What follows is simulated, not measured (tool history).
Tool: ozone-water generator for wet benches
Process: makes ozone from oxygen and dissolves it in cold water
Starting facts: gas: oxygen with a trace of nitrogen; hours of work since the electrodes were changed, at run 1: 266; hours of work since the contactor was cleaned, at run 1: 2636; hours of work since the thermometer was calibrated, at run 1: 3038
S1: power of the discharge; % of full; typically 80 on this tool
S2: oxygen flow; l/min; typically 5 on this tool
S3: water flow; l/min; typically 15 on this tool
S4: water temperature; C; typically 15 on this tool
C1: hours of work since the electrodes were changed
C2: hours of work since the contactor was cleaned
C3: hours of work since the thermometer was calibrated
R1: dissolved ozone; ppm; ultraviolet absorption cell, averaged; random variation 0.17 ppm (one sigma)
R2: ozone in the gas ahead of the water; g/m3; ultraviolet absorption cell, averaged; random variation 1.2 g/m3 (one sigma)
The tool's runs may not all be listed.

run,day,S1,S2,S3,S4,C1,C2,C3,R1,R2
1,0,80,5,15,15,266,2636,3038,20.3,219.4
2,1.204,80,5,15,15,288,2658,3060,20.5,219.9
3,2.742,80,5,15,15,316,2685,3087,20.4,218.2
4,3.642,80,5,15,15,332,2702,3103,20.3,216.6
5,4.612,80,3.77,15,15,349,2719,3121,20.4,255.9
6,5.567,80,3.77,15,15,366,2736,3138,20.2,258.4
7,6.308,52,3.77,15,15,379,2749,3151,16.6,208.8
8,7.512,52,3.77,15,15,401,2771,3173,16.3,207.5
9,8.362,52,5.69,15,15,416,2786,3188,16.3,163.3
10,9.896,52,5.69,15,15,444,2814,3216,16.3,164.1
11,11.454,52,5.69,15,15,472,2842,3244,16.1,164.5
12,12.133,80,5,18,15,484,2854,3256,17.6,218.6
13,13.488,80,5,18,15,508,2878,3280,17.6,217
14,15.038,80,5,18,15,536,2906,3308,17.6,217.3
15,16.446,80,5,18,15,561,2931,3333,17.6,216.6
16,17.812,80,5,18,15,586,2956,3357,17.4,218.2
17,19.4,80,5,18,15,614,2984,3386,17.5,217.9
18,20.396,80,2.81,15,15,632,3002,3404,19.9,300.8
19,21.104,80,2.81,15,15,645,3015,3416,19.8,298.5
20,22.6,80,2.81,15,15,672,3041,3443,19.9,300.6
21,24.196,80,2.81,15,15,700,3070,3472,19.6,299.6
22,25.017,80,5,20,17,715,3085,3487,15.5,217.6
23,25.896,43,2.91,19,17,731,3100,3502,11.6,216.7
24,26.846,56,2.91,19,17,748,3117,3519,13,250.3
25,28.017,93,5.53,14,17,769,3138,3540,21.7,219.2
26,29.454,55,5.53,12,17,794,3164,3566,18.2,168.6
27,30.812,55,5.82,16,17,819,3189,3590,15.1,164
28,31.671,80,7.76,15,15,834,3204,3606,18.7,167.6
29,32.654,80,7.76,15,15,852,3222,3624,18.5,165.4
30,33.438,80,7.76,15,15,866,3236,3638,18.6,166.5
31,34.696,80,7.76,15,15,888,3258,3660,18.6,167.2
32,35.775,94,3.41,10,15,908,3278,3679,28.7,289
33,36.779,46,4.22,10,15,926,3295,3697,20.2,181.4

Predict each of these 4 candidate next runs independently; none follows another, all start after run 33:
A,38.275,53,3.63,13,15,953,3322,3724,?,?
B,38.275,46,6.61,22,15,953,3322,3724,?,?
C,38.275,46,3,10,15,953,3322,3724,?,?
D,38.275,46,4.22,10,13,953,3322,3724,?,?

run,R1,R2
A,18.1,211.8
B,11.1,140.1
C,20.9,217.6
D,21.2,181.2
The same runs, with their run-to-run variation unchanged, on a tool lacking any hidden condition would have given:
run,R1,R2
A,20,219.6
B,12.3,144.8
C,23,225.1
D,23.3,187.4

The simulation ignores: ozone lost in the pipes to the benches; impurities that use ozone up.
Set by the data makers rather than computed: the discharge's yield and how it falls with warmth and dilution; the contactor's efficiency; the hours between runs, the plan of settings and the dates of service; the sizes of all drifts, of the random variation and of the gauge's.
